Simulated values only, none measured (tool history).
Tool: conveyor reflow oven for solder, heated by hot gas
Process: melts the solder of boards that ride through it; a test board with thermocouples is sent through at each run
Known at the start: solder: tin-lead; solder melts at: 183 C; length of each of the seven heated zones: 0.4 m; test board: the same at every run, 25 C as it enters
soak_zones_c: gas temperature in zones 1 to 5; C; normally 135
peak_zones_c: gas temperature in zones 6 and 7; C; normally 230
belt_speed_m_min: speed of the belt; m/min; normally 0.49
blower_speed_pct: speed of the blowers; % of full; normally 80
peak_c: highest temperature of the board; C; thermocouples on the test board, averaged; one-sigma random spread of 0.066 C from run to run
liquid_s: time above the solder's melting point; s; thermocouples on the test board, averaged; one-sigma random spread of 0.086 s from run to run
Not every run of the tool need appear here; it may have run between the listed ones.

| run | hour | soak_zones_c | peak_zones_c | belt_speed_m_min | blower_speed_pct | peak_c | liquid_s |
|---|---|---|---|---|---|---|---|
| 1 | 0 | 135 | 230 | 0.49 | 80 | 217.47 | 73.64 |
| 2 | 11.8 | 135 | 226 | 0.49 | 80 | 213.76 | 70.33 |
| 3 | 19 | 135 | 226 | 0.49 | 80 | 213.56 | 70.17 |
| 4 | 33.2 | 135 | 245 | 0.49 | 80 | 230.75 | 83.96 |
| 5 | 47.7 | 135 | 245 | 0.49 | 80 | 230.8 | 84 |
| 6 | 60.3 | 135 | 245 | 0.49 | 80 | 230.66 | 83.99 |
| 7 | 68.2 | 135 | 245 | 0.49 | 80 | 230.67 | 83.96 |
| 8 | 80.2 | 135 | 245 | 0.49 | 87 | 231.88 | 84.69 |
|  | 86 | flux residue cleaned out of gas plates and filters |
| 9 | 99.5 | 135 | 230 | 0.49 | 56 | 211.56 | 65.58 |
| 10 | 108.5 | 135 | 230 | 0.49 | 56 | 211.5 | 65.69 |
|  | 116.7 | flux residue cleaned out of gas plates and filters, once more |
| 11 | 128.6 | 135 | 240 | 0.49 | 80 | 227.08 | 81.64 |
| 12 | 143.1 | 145 | 232 | 0.458 | 90 | 223.79 | 90.34 |
| 13 | 156.7 | 140 | 244 | 0.458 | 73 | 231.88 | 93.06 |
| 14 | 164.3 | 126 | 230 | 0.407 | 80 | 221.44 | 91.52 |
| 15 | 176.5 | 135 | 225 | 0.49 | 80 | 213.33 | 70.35 |
| 16 | 185 | 135 | 225 | 0.49 | 80 | 213.24 | 70.31 |
| 17 | 191.1 | 135 | 225 | 0.49 | 80 | 213.41 | 70.38 |
| 18 | 204.1 | 135 | 225 | 0.49 | 80 | 213.38 | 70.24 |
| 19 | 212.2 | 128 | 230 | 0.49 | 79 | 216.71 | 70.5 |
| 20 | 221 | 128 | 229 | 0.49 | 64 | 212.77 | 65.29 |
| 21 | 229.2 | 128 | 229 | 0.507 | 64 | 211.64 | 61.44 |

How would selected steps in peak_c from run to run divide? Give the signed amount a tool lacking its hidden state would still show from settings, what came in and random variation, and the signed amount left for the hidden state, including any gauge scatter that is not in both of the compared results.
What the log doesn't record here: heat that the gas passes to the board, % of a clean oven's; belt's true speed, % of the reading; true gas temperature in zones 6 and 7 over the reading, C; drift of the gauge itself on peak_c, C; drift of the gauge itself on liquid_s, %.
Run 3 -> 4: peak_zones_c 226 -> 245. peak_c +17.19 C: hidden state -0.15, all else +17.34.
Run 8 -> 9: peak_zones_c 245 -> 230, blower_speed_pct 87 -> 56, flux residue cleaned out of gas plates and filters. peak_c -20.32 C: hidden state -0.42, all else -19.9.
Run 10 -> 11: peak_zones_c 230 -> 240, blower_speed_pct 56 -> 80, flux residue cleaned out of gas plates and filters, once more. peak_c +15.58 C: hidden state +1.46, all else +14.12.

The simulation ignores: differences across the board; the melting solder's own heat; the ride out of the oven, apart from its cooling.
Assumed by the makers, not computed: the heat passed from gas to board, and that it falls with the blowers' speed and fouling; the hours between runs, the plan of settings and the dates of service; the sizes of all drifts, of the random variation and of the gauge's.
